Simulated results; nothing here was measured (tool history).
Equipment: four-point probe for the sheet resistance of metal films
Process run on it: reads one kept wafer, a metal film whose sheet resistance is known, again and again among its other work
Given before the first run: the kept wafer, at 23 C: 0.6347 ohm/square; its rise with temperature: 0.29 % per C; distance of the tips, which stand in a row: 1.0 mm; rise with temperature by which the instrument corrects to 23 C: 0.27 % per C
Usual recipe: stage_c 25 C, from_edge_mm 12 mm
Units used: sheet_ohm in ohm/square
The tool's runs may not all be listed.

run,hour,stage_c,from_edge_mm,sheet_ohm
1,0.0,25,12,0.637527
2,24.5,25,5,0.648396
3,53.5,25,12,0.637418
4,68.5,25,42,0.635151
5,92.6,25,42,0.635149
6,122.0,25,12,0.637574
7,140.8,25,12,0.637191
8,170.6,20,6,0.643797
9,200.1,20,6,0.643628
10,227.6,25,8,0.640149
11,248.0,25,8,0.640260

For run 12, what comes out?
12,273.2,19,6,?

sheet_ohm: 0.643671 ohm/square
On a tool with no hidden condition, and with the same random variation, this run would have come out at sheet_ohm 0.643694 ohm/square.
